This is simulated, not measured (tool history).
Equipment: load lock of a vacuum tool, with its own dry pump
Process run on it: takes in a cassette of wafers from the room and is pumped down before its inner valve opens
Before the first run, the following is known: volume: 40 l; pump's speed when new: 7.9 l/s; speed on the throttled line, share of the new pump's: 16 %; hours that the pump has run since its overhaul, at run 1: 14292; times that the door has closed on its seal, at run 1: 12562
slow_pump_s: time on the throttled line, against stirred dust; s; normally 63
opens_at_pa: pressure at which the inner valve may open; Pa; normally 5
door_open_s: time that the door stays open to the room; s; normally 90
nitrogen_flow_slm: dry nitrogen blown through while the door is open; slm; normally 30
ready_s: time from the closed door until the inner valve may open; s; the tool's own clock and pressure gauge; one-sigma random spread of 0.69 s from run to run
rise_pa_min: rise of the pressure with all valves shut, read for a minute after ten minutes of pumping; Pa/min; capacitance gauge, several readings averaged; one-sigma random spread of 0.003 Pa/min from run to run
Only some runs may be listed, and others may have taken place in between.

run,hour,slow_pump_s,opens_at_pa,door_open_s,nitrogen_flow_slm,hours that the pump has run since its overhaul,times that the door has closed on its seal,"incoming humidity of the room's air, %",ready_s,rise_pa_min
1,0.0,63,5,90,30,14292,12562,44.9,109.9,0.113
2,99.3,63,5,90,30,14392,12820,45.6,110.4,0.121
3,270.6,63,5,90,30,14563,13267,46.8,108.9,0.123
4,364.7,63,5,90,30,14657,13512,46.0,111.4,0.123
5,444.6,57,5,90,30,14737,13720,44.9,105.0,0.122
6,515.9,57,5,90,30,14808,13905,40.1,104.7,0.123
7,616.2,63,5,90,30,14909,14167,47.6,111.4,0.123
8,699.6,63,5,90,30,14992,14384,41.3,110.8,0.123
9,867.5,63,5,90,30,15160,14821,40.8,109.7,0.133
10,1031.3,63,5,90,43,15324,15248,46.0,109.9,0.133
11,1188.1,63,5,90,30,15481,15656,43.8,110.0,0.143
12,1274.6,63,6,90,30,15567,15881,44.7,109.8,0.143
13,1394.5,63,6,90,30,15687,16194,43.9,108.4,0.141
14,1492.1,63,6,90,30,15784,16448,47.9,109.5,0.149
15,1606.8,32,5,90,30,15899,16747,45.7,86.5,0.154
16,1739.9,32,5,90,30,16032,17093,45.0,85.3,0.155
17,1869.7,32,5,90,30,16162,17432,44.9,85.4,0.159
18,2010.0,63,5,90,30,16302,17797,42.5,110.2,0.161
19,2111.2,63,5,37,30,16404,18061,44.1,111.8,0.153
20,2234.8,51,8,139,27,16527,18383,44.9,97.8,0.183
21,2393.5,51,8,139,27,16686,18796,45.9,99.1,0.185
22,2548.7,63,5,90,30,16841,19200,44.1,112.4,0.177
23,2653.4,63,8,90,19,16946,19473,47.3,109.4,0.194
24,2826.1,45,7,90,35,17119,19923,46.2,94.0,0.185
25,2914.3,45,7,90,35,17207,20152,47.7,94.0,0.185
26,3015.1,55,5,90,30,17308,20415,48.3,104.9,0.191
27,3153.2,63,4,150,13,17446,20775,46.9,111.6,0.235
28,3286.2,63,10,118,30,17579,21121,49.1,107.2,0.204
29,3367.2,63,7,118,12,17660,21332,42.6,108.9,0.232
30,3486.4,105,4,29,41,17779,21642,44.5,146.5,0.189
31,3596.7,97,8,161,5,17889,21930,48.3,135.8,0.290
32,3703.4,97,8,161,5,17996,22208,42.9,134.8,0.286
33,3866.6,97,8,161,5,18159,22633,45.0,135.3,0.293
34,3945.4,83,5,161,5,18238,22838,45.1,128.7,0.285
35,4103.1,83,5,161,5,18396,23249,43.9,128.6,0.289
36,4214.8,83,5,161,5,18507,23540,46.9,128.4,0.299

3 options for the next run, each taken on its own from the tool as it stands now. Forecast them:
A,4325.9,48,4,90,7,18618,23829,46.9,?,?
B,4325.9,108,5,37,30,18618,23829,45.8,?,?
C,4325.9,63,10,90,30,18618,23829,42.8,?,?

run,ready_s,rise_pa_min
A,102.9,0.258
B,148.4,0.217
C,107.8,0.229
Stripped of hidden state, with their random variation kept, the same runs would have yielded:
run,ready_s,rise_pa_min
A,94.0,0.068
B,141.7,0.019
C,100.6,0.034
